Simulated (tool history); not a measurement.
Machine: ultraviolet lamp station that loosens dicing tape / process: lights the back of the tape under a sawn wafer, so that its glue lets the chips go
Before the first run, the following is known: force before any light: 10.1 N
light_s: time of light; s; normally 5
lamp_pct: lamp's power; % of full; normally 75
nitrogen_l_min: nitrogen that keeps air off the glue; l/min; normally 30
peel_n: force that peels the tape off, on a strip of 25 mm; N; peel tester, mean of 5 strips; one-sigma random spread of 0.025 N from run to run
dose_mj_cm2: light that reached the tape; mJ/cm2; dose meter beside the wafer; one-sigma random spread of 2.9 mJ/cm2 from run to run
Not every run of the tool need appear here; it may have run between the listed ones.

{"run": 1, "hour": 0.0, "light_s": 5, "lamp_pct": 75, "nitrogen_l_min": 30, "peel_n": 1.226, "dose_mj_cm2": 421}
{"run": 2, "hour": 11.5, "light_s": 5, "lamp_pct": 75, "nitrogen_l_min": 30, "peel_n": 1.275, "dose_mj_cm2": 416}
{"run": 3, "hour": 21.7, "light_s": 5, "lamp_pct": 75, "nitrogen_l_min": 30, "peel_n": 1.207, "dose_mj_cm2": 421}
{"run": 4, "hour": 32.5, "light_s": 5, "lamp_pct": 75, "nitrogen_l_min": 30, "peel_n": 1.252, "dose_mj_cm2": 421}
{"run": 5, "hour": 42.4, "light_s": 5, "lamp_pct": 75, "nitrogen_l_min": 30, "peel_n": 1.279, "dose_mj_cm2": 418}
{"run": 6, "hour": 52.6, "light_s": 5, "lamp_pct": 73, "nitrogen_l_min": 30, "peel_n": 1.312, "dose_mj_cm2": 410}
{"run": 7, "hour": 60.3, "light_s": 5, "lamp_pct": 73, "nitrogen_l_min": 30, "peel_n": 1.323, "dose_mj_cm2": 409}
{"hour": 63.6, "done": "window cleaned of glue's vapour"}
{"run": 8, "hour": 77.9, "light_s": 5, "lamp_pct": 73, "nitrogen_l_min": 30, "peel_n": 1.318, "dose_mj_cm2": 420}
{"run": 9, "hour": 86.9, "light_s": 5, "lamp_pct": 75, "nitrogen_l_min": 30, "peel_n": 1.248, "dose_mj_cm2": 421}
{"run": 10, "hour": 94.7, "light_s": 5, "lamp_pct": 75, "nitrogen_l_min": 30, "peel_n": 1.214, "dose_mj_cm2": 420}
{"run": 11, "hour": 108.7, "light_s": 5, "lamp_pct": 75, "nitrogen_l_min": 30, "peel_n": 1.26, "dose_mj_cm2": 416}
{"run": 12, "hour": 121.6, "light_s": 3, "lamp_pct": 75, "nitrogen_l_min": 30, "peel_n": 2.641, "dose_mj_cm2": 251}
{"run": 13, "hour": 138.1, "light_s": 7, "lamp_pct": 75, "nitrogen_l_min": 30, "peel_n": 0.597, "dose_mj_cm2": 586}
{"run": 14, "hour": 153.5, "light_s": 5, "lamp_pct": 75, "nitrogen_l_min": 30, "peel_n": 1.236, "dose_mj_cm2": 421}
{"run": 15, "hour": 165.0, "light_s": 5, "lamp_pct": 75, "nitrogen_l_min": 30, "peel_n": 1.273, "dose_mj_cm2": 421}
{"run": 16, "hour": 179.5, "light_s": 5, "lamp_pct": 93, "nitrogen_l_min": 30, "peel_n": 0.808, "dose_mj_cm2": 524}
{"run": 17, "hour": 197.7, "light_s": 5, "lamp_pct": 93, "nitrogen_l_min": 30, "peel_n": 0.799, "dose_mj_cm2": 522}
{"run": 18, "hour": 206.0, "light_s": 5, "lamp_pct": 75, "nitrogen_l_min": 30, "peel_n": 1.241, "dose_mj_cm2": 422}
{"run": 19, "hour": 214.2, "light_s": 5, "lamp_pct": 75, "nitrogen_l_min": 30, "peel_n": 1.246, "dose_mj_cm2": 418}
{"run": 20, "hour": 226.3, "light_s": 2, "lamp_pct": 75, "nitrogen_l_min": 30, "peel_n": 4.195, "dose_mj_cm2": 167}
{"run": 21, "hour": 241.3, "light_s": 7, "lamp_pct": 75, "nitrogen_l_min": 30, "peel_n": 0.616, "dose_mj_cm2": 588}
{"run": 22, "hour": 251.1, "light_s": 7, "lamp_pct": 97, "nitrogen_l_min": 30, "peel_n": 0.369, "dose_mj_cm2": 764}
{"run": 23, "hour": 266.9, "light_s": 7, "lamp_pct": 97, "nitrogen_l_min": 30, "peel_n": 0.352, "dose_mj_cm2": 763}
{"run": 24, "hour": 278.0, "light_s": 7, "lamp_pct": 97, "nitrogen_l_min": 30, "peel_n": 0.366, "dose_mj_cm2": 753}
{"run": 25, "hour": 292.0, "light_s": 6, "lamp_pct": 97, "nitrogen_l_min": 9, "peel_n": 0.956, "dose_mj_cm2": 649}
{"run": 26, "hour": 310.2, "light_s": 2, "lamp_pct": 97, "nitrogen_l_min": 24, "peel_n": 3.536, "dose_mj_cm2": 220}
{"run": 27, "hour": 326.2, "light_s": 6, "lamp_pct": 86, "nitrogen_l_min": 24, "peel_n": 0.7, "dose_mj_cm2": 578}
{"run": 28, "hour": 341.1, "light_s": 5, "lamp_pct": 91, "nitrogen_l_min": 18, "peel_n": 1.09, "dose_mj_cm2": 513}
{"run": 29, "hour": 351.6, "light_s": 3, "lamp_pct": 96, "nitrogen_l_min": 41, "peel_n": 1.769, "dose_mj_cm2": 321}
{"run": 30, "hour": 363.7, "light_s": 3, "lamp_pct": 68, "nitrogen_l_min": 20, "peel_n": 3.511, "dose_mj_cm2": 229}
{"run": 31, "hour": 373.2, "light_s": 7, "lamp_pct": 66, "nitrogen_l_min": 58, "peel_n": 0.641, "dose_mj_cm2": 514}
{"run": 32, "hour": 384.5, "light_s": 7, "lamp_pct": 66, "nitrogen_l_min": 58, "peel_n": 0.63, "dose_mj_cm2": 517}
{"run": 33, "hour": 400.1, "light_s": 7, "lamp_pct": 66, "nitrogen_l_min": 58, "peel_n": 0.641, "dose_mj_cm2": 514}
{"run": 34, "hour": 408.7, "light_s": 7, "lamp_pct": 66, "nitrogen_l_min": 58, "peel_n": 0.616, "dose_mj_cm2": 520}
{"run": 35, "hour": 420.6, "light_s": 9, "lamp_pct": 89, "nitrogen_l_min": 30, "peel_n": 0.273, "dose_mj_cm2": 896}
{"run": 36, "hour": 436.8, "light_s": 5, "lamp_pct": 73, "nitrogen_l_min": 49, "peel_n": 1.03, "dose_mj_cm2": 409}
{"run": 37, "hour": 450.7, "light_s": 5, "lamp_pct": 73, "nitrogen_l_min": 49, "peel_n": 1.067, "dose_mj_cm2": 409}
{"run": 38, "hour": 466.4, "light_s": 5, "lamp_pct": 73, "nitrogen_l_min": 49, "peel_n": 1.099, "dose_mj_cm2": 410}
{"run": 39, "hour": 476.6, "light_s": 5, "lamp_pct": 77, "nitrogen_l_min": 30, "peel_n": 1.198, "dose_mj_cm2": 432}
{"run": 40, "hour": 490.7, "light_s": 3, "lamp_pct": 79, "nitrogen_l_min": 23, "peel_n": 2.802, "dose_mj_cm2": 261}
{"run": 41, "hour": 499.7, "light_s": 3, "lamp_pct": 79, "nitrogen_l_min": 23, "peel_n": 2.786, "dose_mj_cm2": 266}
{"run": 42, "hour": 508.1, "light_s": 5, "lamp_pct": 73, "nitrogen_l_min": 12, "peel_n": 1.953, "dose_mj_cm2": 413}
{"run": 43, "hour": 516.4, "light_s": 8, "lamp_pct": 75, "nitrogen_l_min": 11, "peel_n": 0.824, "dose_mj_cm2": 662}

3 ways to go on from here, each from the tool as it stands after run 43. What would each give?
{"run": "A", "hour": 525.1, "light_s": 5, "lamp_pct": 75, "nitrogen_l_min": 11, "peel_n": "?", "dose_mj_cm2": "?"}
{"run": "B", "hour": 525.1, "light_s": 5, "lamp_pct": 99, "nitrogen_l_min": 11, "peel_n": "?", "dose_mj_cm2": "?"}
{"run": "C", "hour": 525.1, "light_s": 3, "lamp_pct": 99, "nitrogen_l_min": 11, "peel_n": "?", "dose_mj_cm2": "?"}

run=A peel_n=1.945 dose_mj_cm2=422
run=B peel_n=1.195 dose_mj_cm2=548
run=C peel_n=2.707 dose_mj_cm2=332
Without the tool's unlogged condition, the same runs would have read:
run=A peel_n=1.941 dose_mj_cm2=422
run=B peel_n=1.192 dose_mj_cm2=549
run=C peel_n=2.703 dose_mj_cm2=333
